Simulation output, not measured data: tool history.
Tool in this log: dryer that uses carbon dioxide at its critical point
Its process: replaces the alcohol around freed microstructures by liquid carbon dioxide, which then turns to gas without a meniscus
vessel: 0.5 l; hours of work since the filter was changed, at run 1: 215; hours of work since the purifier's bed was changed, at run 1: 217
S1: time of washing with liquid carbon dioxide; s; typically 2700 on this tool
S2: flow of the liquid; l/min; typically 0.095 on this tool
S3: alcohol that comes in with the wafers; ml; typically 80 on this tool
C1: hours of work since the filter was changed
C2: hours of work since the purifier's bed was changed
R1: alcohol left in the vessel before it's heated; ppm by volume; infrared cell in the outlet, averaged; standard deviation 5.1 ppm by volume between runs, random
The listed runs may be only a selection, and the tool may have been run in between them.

| run | day | S1 | S2 | S3 | C1 | C2 | R1 |
|---|---|---|---|---|---|---|---|
| 1 | 0 | 2700 | 0.095 | 80 | 215 | 217 | 117 |
| 2 | 0.575 | 2700 | 0.095 | 80 | 219 | 221 | 124 |
| 3 | 0.954 | 2700 | 0.0853 | 80 | 222 | 224 | 243 |
| 4 | 1.625 | 2700 | 0.0853 | 80 | 227 | 228 | 234 |
| 5 | 2.15 | 4080 | 0.0853 | 80 | 230 | 232 | 28 |
| 6 | 2.888 | 2220 | 0.095 | 80 | 236 | 237 | 391 |
| 7 | 3.488 | 2700 | 0.0642 | 80 | 240 | 242 | 1138 |
| 8 | 4.233 | 2700 | 0.0642 | 80 | 245 | 247 | 1160 |
| 9 | 4.929 | 2700 | 0.0642 | 80 | 251 | 252 | 1153 |
| 10 | 5.533 | 4140 | 0.095 | 80 | 255 | 257 | 24 |
| 11 | 6.171 | 2700 | 0.0707 | 80 | 259 | 261 | 735 |
| 12 | 6.792 | 2700 | 0.0707 | 80 | 264 | 266 | 727 |
| 13 | 7.425 | 2700 | 0.095 | 34 | 269 | 270 | 68 |
| 14 | 7.788 | 2700 | 0.095 | 34 | 271 | 273 | 62 |
| 15 | 8.475 | 2700 | 0.0657 | 80 | 276 | 278 | 1120 |
|  | 8.829 | inlet filter changed |
| 16 | 9.067 | 2700 | 0.0657 | 80 | 2 | 282 | 683 |
| 17 | 9.525 | 2700 | 0.0657 | 80 | 5 | 285 | 672 |
| 18 | 10.392 | 2700 | 0.0657 | 80 | 11 | 291 | 688 |
| 19 | 11.229 | 2700 | 0.0657 | 80 | 17 | 297 | 697 |
| 20 | 11.938 | 2700 | 0.1006 | 35 | 22 | 303 | 43 |

For run 21, what comes out?
| 21 | 12.396 | 3540 | 0.1593 | 33 | 26 | 306 | ? |

Run 21 gave R1 23 ppm by volume.
If the tool had no hidden condition, the same run with the same run-to-run variation would have returned R1 6 ppm by volume.

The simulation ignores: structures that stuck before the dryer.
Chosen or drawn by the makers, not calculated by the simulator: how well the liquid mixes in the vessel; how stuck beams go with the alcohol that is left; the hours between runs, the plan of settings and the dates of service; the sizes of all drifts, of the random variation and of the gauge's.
